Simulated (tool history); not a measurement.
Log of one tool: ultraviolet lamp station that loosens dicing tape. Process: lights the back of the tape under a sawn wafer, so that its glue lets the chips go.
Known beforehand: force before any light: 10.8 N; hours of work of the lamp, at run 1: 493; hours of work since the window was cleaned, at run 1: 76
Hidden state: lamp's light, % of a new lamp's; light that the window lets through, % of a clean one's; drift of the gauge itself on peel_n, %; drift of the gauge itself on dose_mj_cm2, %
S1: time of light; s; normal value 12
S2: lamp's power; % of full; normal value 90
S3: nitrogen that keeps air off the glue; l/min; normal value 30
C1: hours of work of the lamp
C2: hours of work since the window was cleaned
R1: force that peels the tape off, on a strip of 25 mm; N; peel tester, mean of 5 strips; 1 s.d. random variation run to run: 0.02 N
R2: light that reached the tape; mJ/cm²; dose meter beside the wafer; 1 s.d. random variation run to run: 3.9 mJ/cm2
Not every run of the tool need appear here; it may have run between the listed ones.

Run 1, hour 0.0: usual settings; C1 493; C2 76. Result: R1 0.970 N, R2 665 mJ/cm².
Run 2, hour 33.4: usual settings; C1 509; C2 92. Result: R1 0.962 N, R2 659 mJ/cm².
Run 3, hour 72.8: usual settings but S2 97 % of full; C1 528; C2 111. Result: R1 0.818 N, R2 717 mJ/cm².
Run 4, hour 98.8: usual settings; C1 541; C2 124. Result: R1 0.986 N, R2 666 mJ/cm².
Run 5, hour 135.4: usual settings; C1 559; C2 142. Result: R1 1.009 N, R2 662 mJ/cm².
Run 6, hour 161.4: usual settings but S1 15 s; C1 571; C2 154. Result: R1 0.603 N, R2 830 mJ/cm².
Run 7, hour 195.6: usual settings but S1 15 s; C1 588; C2 171. Result: R1 0.584 N, R2 828 mJ/cm².
Run 8, hour 223.3: usual settings but S1 15 s; C1 601; C2 184. Result: R1 0.582 N, R2 836 mJ/cm².
Run 9, hour 242.6: usual settings but S1 15 s, S2 97 % of full; C1 611; C2 194. Result: R1 0.478 N, R2 903 mJ/cm².
Run 10, hour 282.9: usual settings but S1 15 s, S2 97 % of full; C1 630; C2 213. Result: R1 0.471 N, R2 896 mJ/cm².
Run 11, hour 317.8: usual settings but S1 15 s, S2 97 % of full; C1 647; C2 230. Result: R1 0.474 N, R2 892 mJ/cm².
Run 12, hour 357.5: usual settings but S1 15 s, S2 97 % of full; C1 666; C2 250. Result: R1 0.484 N, R2 898 mJ/cm².
Run 13, hour 377.3: usual settings but S1 15 s, S2 97 % of full; C1 676; C2 259. Result: R1 0.467 N, R2 894 mJ/cm².
Run 14, hour 397.9: usual settings but S3 11 l/min; C1 686; C2 269. Result: R1 1.714 N, R2 663 mJ/cm².
Run 15, hour 438.7: usual settings but S2 91 % of full; C1 706; C2 289. Result: R1 0.968 N, R2 670 mJ/cm².
Run 16, hour 458.7: usual settings but S2 91 % of full; C1 715; C2 299. Result: R1 0.980 N, R2 673 mJ/cm².
Run 17, hour 489.1: usual settings; C1 730; C2 313. Result: R1 0.939 N, R2 656 mJ/cm².
Run 18, hour 529.2: usual settings; C1 750; C2 333. Result: R1 0.966 N, R2 667 mJ/cm².
Run 19, hour 554.8: usual settings but S1 19 s; C1 762; C2 345. Result: R1 0.334 N, R2 1046 mJ/cm².
Run 20, hour 579.3: usual settings but S1 19 s; C1 774; C2 357. Result: R1 0.325 N, R2 1049 mJ/cm².
Run 21, hour 600.4: usual settings but S1 19 s; C1 784; C2 367. Result: R1 0.335 N, R2 1056 mJ/cm².
Run 22, hour 630.9: usual settings but S1 8 s, S2 76 % of full, S3 53 l/min; C1 799; C2 382. Result: R1 2.186 N, R2 371 mJ/cm².
Run 23, hour 656.2: usual settings but S1 14 s, S2 64 % of full; C1 811; C2 394. Result: R1 1.428 N, R2 548 mJ/cm².
Run 24, hour 678.0: usual settings but S1 14 s, S2 96 % of full, S3 17 l/min; C1 822; C2 405. Result: R1 0.885 N, R2 832 mJ/cm².
Run 25, hour 702.2: usual settings but S1 8 s, S2 96 % of full, S3 12 l/min; C1 834; C2 417. Result: R1 2.770 N, R2 470 mJ/cm².
Run 26, hour 726.0: usual settings but S1 6 s, S3 22 l/min; C1 845; C2 428. Result: R1 3.451 N, R2 332 mJ/cm².
Run 27, hour 762.3: usual settings but S1 6 s, S3 22 l/min; C1 863; C2 446. Result: R1 3.503 N, R2 337 mJ/cm².
Run 28, hour 801.2: usual settings but S1 9 s; C1 882; C2 465. Result: R1 1.693 N, R2 501 mJ/cm².
Run 29, hour 834.6: usual settings but S1 9 s; C1 898; C2 481. Result: R1 1.710 N, R2 501 mJ/cm².
Run 30, hour 869.3: usual settings but S1 9 s; C1 915; C2 498. Result: R1 1.711 N, R2 499 mJ/cm².
Run 31, hour 908.4: usual settings but S1 10 s, S2 95 % of full, S3 39 l/min; C1 934; C2 517. Result: R1 1.112 N, R2 584 mJ/cm².
Run 32, hour 925.8: usual settings but S2 60 % of full; C1 942; C2 525. Result: R1 2.079 N, R2 439 mJ/cm².
Run 33, hour 956.7: usual settings but S1 16 s, S2 80 % of full, S3 20 l/min; C1 957; C2 540. Result: R1 0.896 N, R2 799 mJ/cm².
At hour 959.1: window cleaned of glue's vapour.
Run 34, hour 979.8: usual settings but S1 16 s, S2 80 % of full, S3 20 l/min; C1 968; C2 10. Result: R1 0.876 N, R2 782 mJ/cm².
Run 35, hour 1007.7: usual settings; C1 982; C2 24. Result: R1 0.947 N, R2 667 mJ/cm².
Run 36, hour 1024.4: usual settings but S1 7 s, S2 99 % of full, S3 13 l/min; C1 990; C2 32. Result: R1 3.183 N, R2 426 mJ/cm².
Run 37, hour 1064.2: usual settings but S3 17 l/min; C1 1009; C2 51. Result: R1 1.382 N, R2 662 mJ/cm².
Run 38, hour 1086.9: usual settings but S2 85 % of full, S3 37 l/min; C1 1020; C2 62. Result: R1 1.006 N, R2 624 mJ/cm².
Run 39, hour 1118.3: usual settings but S2 85 % of full, S3 37 l/min; C1 1035; C2 77. Result: R1 0.970 N, R2 627 mJ/cm².
Run 40, hour 1147.8: usual settings but S3 54 l/min; C1 1050; C2 92. Result: R1 0.709 N, R2 666 mJ/cm².
Run 41, hour 1183.5: usual settings but S2 92 % of full; C1 1067; C2 109. Result: R1 0.933 N, R2 680 mJ/cm².
Run 42, hour 1201.9: usual settings but S1 16 s, S2 67 % of full, S3 12 l/min; C1 1076; C2 118. Result: R1 1.771 N, R2 652 mJ/cm².

Branching from run 42: 3 alternative next runs. What would each branch give?
Run A, hour 1236.9: usual settings but S1 9 s, S2 85 % of full, S3 12 l/min; C1 1093; C2 135. Result: R1 ?, R2 ?.
Run B, hour 1236.9: usual settings but S1 7 s, S3 41 l/min; C1 1093; C2 135. Result: R1 ?, R2 ?.
Run C, hour 1236.9: usual settings but S1 16 s, S2 67 % of full, S3 27 l/min; C1 1093; C2 135. Result: R1 ?, R2 ?.

run     R1   R2
  A  2.842  473
  B  2.284  389
  C  1.058  659
The same runs, with their run-to-run variation unchanged, on a tool lacking any hidden condition would have given:
run     R1   R2
  A  2.834  474
  B  2.276  390
  C  1.053  661
